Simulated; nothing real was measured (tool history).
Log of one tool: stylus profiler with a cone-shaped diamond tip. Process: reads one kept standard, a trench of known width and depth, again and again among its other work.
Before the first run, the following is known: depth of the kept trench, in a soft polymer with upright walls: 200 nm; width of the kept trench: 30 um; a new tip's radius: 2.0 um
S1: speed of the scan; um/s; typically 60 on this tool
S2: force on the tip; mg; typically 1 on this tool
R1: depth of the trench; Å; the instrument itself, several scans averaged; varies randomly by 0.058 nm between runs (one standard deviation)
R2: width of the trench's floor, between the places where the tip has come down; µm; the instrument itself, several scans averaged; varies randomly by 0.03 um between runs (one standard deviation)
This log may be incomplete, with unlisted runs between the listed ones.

run	hour	S1	S2	R1	R2
1	0	60	1	2016.4	27.95
2	23	60	1	2016.8	27.95
3	43.9	60	1	2017	28.01
4	76.9	60	1	2017.2	27.9
5	109.5	40	1	2015.9	27.9
6	132.2	40	1	2016.1	27.9
7	150	48	1	2016.5	27.88
8	164.3	60	1	2017.1	27.86
9	189.6	60	1	2016.9	27.78
10	207.1	60	1	2016.6	27.77
11	232.7	60	1	2015.8	27.71
12	252.7	60	1	2017	27.74
13	273.6	60	1	2016.4	27.73
14	295.6	60	1	2017.3	27.7
15	320.5	35	1.2	2018.5	27.81
16	353	35	1.2	2018.1	27.75
17	377.3	18	1	2016	27.75
18	401.4	18	0.81	2014.9	27.74
19	430.5	60	0.4	2008.6	27.39
20	452.9	213	2.64	2031.9	27.28
21	476.6	213	2.64	2032.8	27.27
22	495.7	213	2.64	2030.9	27.24
23	517	65	0.63	2012.2	27.4
24	547.8	33	2.3	2029.2	27.62
25	578.1	38	0.45	2008.7	27.43
26	608.1	50	0.52	2009.3	27.38
27	636.9	219	0.69	2011.8	26.57

Forecast each of these 5 alternatives for the next run:
A	669.2	42	0.69	?	?
B	669.2	219	2.54	?	?
C	669.2	228	1.68	?	?
D	669.2	70	0.57	?	?
E	669.2	28	0.46	?	?

run	R1	R2
A	2012.7	27.32
B	2030.1	27.06
C	2022.9	26.88
D	2011.2	27.22
E	2009.4	27.41
Had the tool no hidden state, the same runs would have come out as:
run	R1	R2
A	2014.3	28.01
B	2031.8	27.75
C	2024.6	27.57
D	2012.8	27.91
E	2011	28.1
